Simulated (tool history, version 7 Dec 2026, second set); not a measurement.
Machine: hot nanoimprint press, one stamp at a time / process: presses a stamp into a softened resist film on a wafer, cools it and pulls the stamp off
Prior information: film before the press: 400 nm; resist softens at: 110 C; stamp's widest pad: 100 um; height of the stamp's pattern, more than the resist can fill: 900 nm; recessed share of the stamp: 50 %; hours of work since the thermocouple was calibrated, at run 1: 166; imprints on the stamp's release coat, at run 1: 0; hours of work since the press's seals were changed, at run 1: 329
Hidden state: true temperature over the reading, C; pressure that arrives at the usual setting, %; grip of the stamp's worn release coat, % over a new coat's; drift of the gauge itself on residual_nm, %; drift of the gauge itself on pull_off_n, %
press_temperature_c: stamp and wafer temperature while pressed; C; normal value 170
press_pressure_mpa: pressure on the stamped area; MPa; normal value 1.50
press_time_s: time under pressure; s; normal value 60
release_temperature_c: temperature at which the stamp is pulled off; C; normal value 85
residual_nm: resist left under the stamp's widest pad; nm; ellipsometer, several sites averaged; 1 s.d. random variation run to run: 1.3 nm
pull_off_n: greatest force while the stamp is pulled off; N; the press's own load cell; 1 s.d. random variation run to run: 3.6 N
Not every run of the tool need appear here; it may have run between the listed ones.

| run | day | press_temperature_c | press_pressure_mpa | press_time_s | release_temperature_c | hours of work since the thermocouple was calibrated | imprints on the stamp's release coat | hours of work since the press's seals were changed | residual_nm | pull_off_n |
|---|---|---|---|---|---|---|---|---|---|---|
| 1 | 0.000 | 170 | 1.50 | 60 | 85 | 166 | 0 | 329 | 206.5 | 173 |
| 2 | 0.483 | 170 | 1.50 | 60 | 85 | 173 | 41 | 336 | 205.0 | 172 |
| 3 | 1.004 | 170 | 1.50 | 60 | 85 | 181 | 84 | 344 | 206.2 | 174 |
| 4 | 1.246 | 170 | 1.50 | 60 | 85 | 184 | 105 | 347 | 205.4 | 174 |
| 5 | 1.833 | 170 | 1.50 | 60 | 85 | 193 | 154 | 356 | 201.9 | 168 |
| 6 | 2.162 | 170 | 1.50 | 60 | 85 | 198 | 181 | 361 | 205.0 | 171 |
| 7 | 2.750 | 170 | 1.50 | 60 | 85 | 206 | 230 | 369 | 207.7 | 182 |
| 8 | 3.058 | 170 | 1.50 | 60 | 85 | 211 | 256 | 374 | 206.1 | 174 |
| 9 | 3.496 | 170 | 1.50 | 60 | 85 | 217 | 293 | 380 | 204.0 | 171 |
| 10 | 3.988 | 170 | 1.50 | 60 | 85 | 224 | 334 | 387 | 206.2 | 173 |
| 11 | 4.275 | 170 | 1.50 | 60 | 85 | 229 | 358 | 392 | 206.5 | 178 |
| 12 | 4.700 | 170 | 1.50 | 60 | 83 | 235 | 394 | 398 | 202.2 | 184 |
| 13 | 5.233 | 170 | 1.50 | 60 | 85 | 243 | 438 | 406 | 204.5 | 168 |
| 14 | 5.646 | 170 | 1.50 | 60 | 85 | 249 | 473 | 412 | 202.8 | 165 |
| 15 | 6.054 | 170 | 1.50 | 60 | 85 | 255 | 507 | 418 | 205.5 | 175 |
| 16 | 6.388 | 170 | 1.50 | 60 | 85 | 260 | 535 | 423 | 204.7 | 179 |
| 17 | 6.775 | 170 | 1.50 | 60 | 77 | 265 | 567 | 428 | 204.5 | 192 |
| 18 | 7.100 | 170 | 1.50 | 60 | 77 | 270 | 594 | 433 | 205.5 | 186 |
| 19 | 7.417 | 181 | 1.50 | 55 | 85 | 275 | 621 | 438 | 110.7 | 174 |
| 20 | 7.733 | 179 | 1.73 | 120 | 79 | 279 | 647 | 443 | 80.2 | 184 |
| 21 | 8.121 | 179 | 1.73 | 120 | 79 | 285 | 680 | 448 | 79.3 | 183 |
| 22 | 8.383 | 179 | 1.73 | 120 | 79 | 289 | 702 | 452 | 81.3 | 185 |
| 23 | 8.875 | 179 | 1.73 | 120 | 79 | 296 | 743 | 459 | 81.6 | 183 |
| 24 | 9.338 | 168 | 1.95 | 73 | 75 | 303 | 782 | 466 | 194.3 | 189 |
| 25 | 9.725 | 176 | 1.52 | 30 | 72 | 309 | 814 | 472 | 188.2 | 200 |
| 26 | 10.138 | 176 | 1.52 | 30 | 72 | 315 | 849 | 478 | 189.3 | 193 |
| 27 | 10.708 | 170 | 1.26 | 60 | 74 | 323 | 897 | 486 | 222.6 | 199 |
| 28 | 11.167 | 170 | 1.26 | 60 | 74 | 330 | 935 | 493 | 219.3 | 190 |
| 29 | 11.658 | 159 | 1.88 | 60 | 74 | 337 | 976 | 500 | 319.4 | 191 |

Here are 5 independent what-if runs from the current tool condition. What would each one return?
| A | 12.071 | 159 | 1.49 | 60 | 74 | 343 | 1010 | 506 | ? | ? |
| B | 12.071 | 175 | 1.16 | 60 | 74 | 343 | 1010 | 506 | ? | ? |
| C | 12.071 | 159 | 1.41 | 89 | 75 | 343 | 1010 | 506 | ? | ? |
| D | 12.071 | 172 | 1.50 | 91 | 81 | 343 | 1010 | 506 | ? | ? |
| E | 12.071 | 180 | 1.50 | 60 | 76 | 343 | 1010 | 506 | ? | ? |

| run | residual_nm | pull_off_n |
|---|---|---|
| A | 329.9 | 194 |
| B | 169.2 | 192 |
| C | 315.2 | 186 |
| D | 153.0 | 185 |
| E | 112.8 | 184 |
Without the tool's unlogged condition, the same runs would have read:
| run | residual_nm | pull_off_n |
|---|---|---|
| A | 329.6 | 193 |
| B | 169.0 | 191 |
| C | 315.0 | 185 |
| D | 152.8 | 184 |
| E | 112.6 | 183 |

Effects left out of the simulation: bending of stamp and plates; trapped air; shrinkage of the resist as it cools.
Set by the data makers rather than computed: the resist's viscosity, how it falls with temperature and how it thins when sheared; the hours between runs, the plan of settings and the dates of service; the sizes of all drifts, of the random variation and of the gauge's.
